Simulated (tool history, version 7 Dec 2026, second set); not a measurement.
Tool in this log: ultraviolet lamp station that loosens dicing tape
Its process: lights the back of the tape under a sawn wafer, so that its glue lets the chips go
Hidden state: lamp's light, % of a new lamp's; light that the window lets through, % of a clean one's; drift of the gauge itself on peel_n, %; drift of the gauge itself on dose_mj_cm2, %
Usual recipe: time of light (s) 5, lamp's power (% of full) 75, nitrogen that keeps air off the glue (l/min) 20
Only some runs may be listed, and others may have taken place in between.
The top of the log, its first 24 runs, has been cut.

run,hour,time of light (s),lamp's power (% of full),nitrogen that keeps air off the glue (l/min),hours of work of the lamp,hours of work since the window was cleaned,force that peels the tape off (N),light that reached the tape (mJ/cm2)
25,492.4,5,69,10,581,305,2.749,353
26,510.5,6,75,20,592,316,1.165,452
27,527.2,3,75,15,602,326,4.169,226
28,544.5,4,75,8,613,337,3.818,295
29,572.2,2,90,28,630,354,4.219,175
30,584.8,8,75,31,637,362,0.472,584
31,600.5,8,75,31,647,371,0.468,580
32,630.5,8,75,31,665,390,0.465,572
33,656.7,3,94,8,682,406,4.251,266
34,677.2,3,94,8,694,418,4.262,263
35,694.2,4,75,15,705,429,3.164,285
36,716.5,4,75,15,718,443,3.266,276
37,735.4,4,84,15,730,454,2.766,310
38,762.4,4,63,8,746,471,5.048,231
39,782.4,4,80,22,759,483,2.533,288
# hour 793.6: window cleaned of glue's vapour
40,795.4,3,65,20,766,1,4.078,195
41,814.6,2,89,20,778,13,4.528,179
42,837.2,3,64,9,792,27,5.520,189
43,863.6,3,64,9,808,43,5.692,195

Consider 5 possible next runs. They are alternatives, not a sequence: every one starts from the tool as it was left by run 43. What does each give?
A,892.2,7,70,10,826,61,?,?
B,892.2,2,65,26,826,61,?,?
C,892.2,4,75,20,826,61,?,?
D,892.2,2,84,12,826,61,?,?
E,892.2,5,61,39,826,61,?,?

run,force that peels the tape off (N),light that reached the tape (mJ/cm2)
A,1.743,476
B,5.811,124
C,2.639,286
D,5.609,165
E,1.849,296
Without the tool's hidden state the same runs would have given:
run,force that peels the tape off (N),light that reached the tape (mJ/cm2)
A,0.864,664
B,4.380,174
C,1.487,400
D,4.225,229
E,0.937,412

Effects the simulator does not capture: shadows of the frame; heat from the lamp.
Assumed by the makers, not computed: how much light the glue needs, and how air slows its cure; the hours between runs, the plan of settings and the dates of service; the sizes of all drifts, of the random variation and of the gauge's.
